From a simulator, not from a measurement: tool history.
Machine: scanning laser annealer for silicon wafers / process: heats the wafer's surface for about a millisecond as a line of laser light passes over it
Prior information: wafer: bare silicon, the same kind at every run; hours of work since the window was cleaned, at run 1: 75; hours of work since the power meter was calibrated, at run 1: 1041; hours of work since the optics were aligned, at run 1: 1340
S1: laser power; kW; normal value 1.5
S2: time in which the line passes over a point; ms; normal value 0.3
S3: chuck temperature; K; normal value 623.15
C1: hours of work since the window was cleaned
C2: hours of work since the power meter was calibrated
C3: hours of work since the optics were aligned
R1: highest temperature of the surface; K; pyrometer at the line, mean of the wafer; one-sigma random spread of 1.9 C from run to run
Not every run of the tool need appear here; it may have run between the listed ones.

| run | hour | S1 | S2 | S3 | C1 | C2 | C3 | R1 |
|---|---|---|---|---|---|---|---|---|
| 1 | 0 | 1.5 | 0.3 | 623.15 | 75 | 1041 | 1340 | 1353.15 |
| 2 | 43 | 1.5 | 0.3 | 623.15 | 109 | 1075 | 1374 | 1354.15 |
| 3 | 92.1 | 1.5 | 0.3 | 623.15 | 148 | 1114 | 1413 | 1347.15 |
| 4 | 140.3 | 1.5 | 0.3 | 623.15 | 186 | 1152 | 1451 | 1346.15 |
| 5 | 164.5 | 1.5 | 0.3 | 647.15 | 205 | 1172 | 1470 | 1371.15 |
| 6 | 193.1 | 1.5 | 0.3 | 647.15 | 228 | 1194 | 1493 | 1367.15 |
| 7 | 233.7 | 1.5 | 0.3 | 647.15 | 260 | 1227 | 1525 | 1365.15 |
| 8 | 268.8 | 1.5 | 0.3 | 647.15 | 288 | 1254 | 1553 | 1362.15 |
| 9 | 299.4 | 1.5 | 0.3 | 623.15 | 312 | 1279 | 1578 | 1337.15 |
| 10 | 347.3 | 1.5 | 0.3 | 603.15 | 350 | 1317 | 1616 | 1311.15 |
| 11 | 382.9 | 1.5 | 0.3 | 603.15 | 379 | 1345 | 1644 | 1312.15 |
| 12 | 408.8 | 1.5 | 0.3 | 603.15 | 399 | 1366 | 1664 | 1309.15 |
| 13 | 434.8 | 1.5 | 0.3 | 637.15 | 420 | 1386 | 1685 | 1344.15 |
|  | 454.5 | optics aligned, line set to its width |
| 14 | 489.8 | 1.5 | 0.3 | 637.15 | 460 | 1426 | 28 | 1351.15 |
| 15 | 543.7 | 1.5 | 0.3 | 637.15 | 503 | 1469 | 71 | 1349.15 |
| 16 | 573.1 | 1.5 | 0.3 | 623.15 | 526 | 1492 | 94 | 1333.15 |
| 17 | 610.3 | 1.57 | 0.3 | 623.15 | 555 | 1522 | 124 | 1363.15 |
|  | 614.7 | window over the wafer cleaned |
| 18 | 658 | 1.57 | 0.3 | 623.15 | 34 | 1558 | 160 | 1407.15 |
| 19 | 688.6 | 1.57 | 0.3 | 623.15 | 59 | 1582 | 184 | 1407.15 |
| 20 | 741.5 | 1.57 | 0.3 | 623.15 | 101 | 1625 | 226 | 1404.15 |
| 21 | 776.4 | 1.5 | 0.3 | 625.15 | 128 | 1652 | 254 | 1365.15 |
| 22 | 827.2 | 1.5 | 0.3 | 650.15 | 169 | 1693 | 295 | 1389.15 |
| 23 | 874.2 | 1.5 | 0.223 | 623.15 | 206 | 1730 | 332 | 1243.15 |
| 24 | 904.1 | 1.434 | 0.378 | 653.15 | 230 | 1754 | 356 | 1453.15 |
| 25 | 948.7 | 1.588 | 0.251 | 653.15 | 265 | 1789 | 391 | 1352.15 |
| 26 | 996.1 | 1.5 | 0.242 | 610.15 | 303 | 1827 | 429 | 1251.15 |
| 27 | 1021.9 | 1.413 | 0.329 | 607.15 | 324 | 1847 | 449 | 1328.15 |
| 28 | 1053.5 | 1.413 | 0.329 | 607.15 | 349 | 1872 | 474 | 1325.15 |
| 29 | 1100.6 | 1.623 | 0.25 | 647.15 | 386 | 1910 | 512 | 1355.15 |
| 30 | 1134.5 | 1.584 | 0.25 | 647.15 | 413 | 1937 | 539 | 1333.15 |

Expected results for the next run?
| 31 | 1180.1 | 1.523 | 0.3 | 628.15 | 449 | 1973 | 575 | ? |

Logged for run 31: R1 1355.15 K.
The same run, on a tool lacking any hidden state, would have yielded R1 1393.15 K.

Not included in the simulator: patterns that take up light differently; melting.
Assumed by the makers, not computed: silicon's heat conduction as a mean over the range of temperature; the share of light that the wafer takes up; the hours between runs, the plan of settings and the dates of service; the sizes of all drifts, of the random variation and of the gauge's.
